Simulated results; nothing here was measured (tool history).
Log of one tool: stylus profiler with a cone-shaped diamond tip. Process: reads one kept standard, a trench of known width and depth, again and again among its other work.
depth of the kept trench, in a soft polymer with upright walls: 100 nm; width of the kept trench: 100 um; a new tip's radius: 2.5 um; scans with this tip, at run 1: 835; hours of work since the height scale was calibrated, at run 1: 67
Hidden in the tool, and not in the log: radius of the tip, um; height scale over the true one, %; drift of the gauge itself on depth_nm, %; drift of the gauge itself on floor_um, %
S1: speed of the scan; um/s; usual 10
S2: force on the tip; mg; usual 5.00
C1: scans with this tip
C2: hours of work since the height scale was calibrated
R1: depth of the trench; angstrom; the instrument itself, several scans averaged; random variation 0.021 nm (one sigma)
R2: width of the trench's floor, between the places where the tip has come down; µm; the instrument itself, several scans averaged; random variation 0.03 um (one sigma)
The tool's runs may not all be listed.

run	hour	S1	S2	C1	C2	R1	R2
1	0.0	10	5.00	835	67	1015.5	98.54
2	89.1	10	5.00	1293	104	1015.1	98.55
3	153.5	10	5.00	1624	130	1015.3	98.61
4	222.0	10	5.00	1977	159	1015.5	98.55
5	322.6	10	5.00	2494	200	1014.9	98.58
6	421.4	10	5.00	3003	241	1015.4	98.53
7	498.4	10	6.06	3399	273	1017.8	98.56
8	607.9	10	9.32	3962	318	1023.5	98.52
9	712.0	4	12.75	4498	361	1028.6	98.62
10	794.9	4	12.75	4924	396	1028.7	98.57
11	860.6	24	3.37	5262	423	1012.0	98.52

3 ways to go on from here, each from the tool as it stands after run 11. What would each give?
A	917.4	13	1.67	5554	446	?	?
B	917.4	9	3.79	5554	446	?	?
C	917.4	4	3.92	5554	446	?	?

run	R1	R2
A	1007.2	98.49
B	1012.6	98.56
C	1013.3	98.57
Without the tool's hidden state the same runs would have given:
run	R1	R2
A	1007.2	98.49
B	1012.6	98.56
C	1013.3	98.58
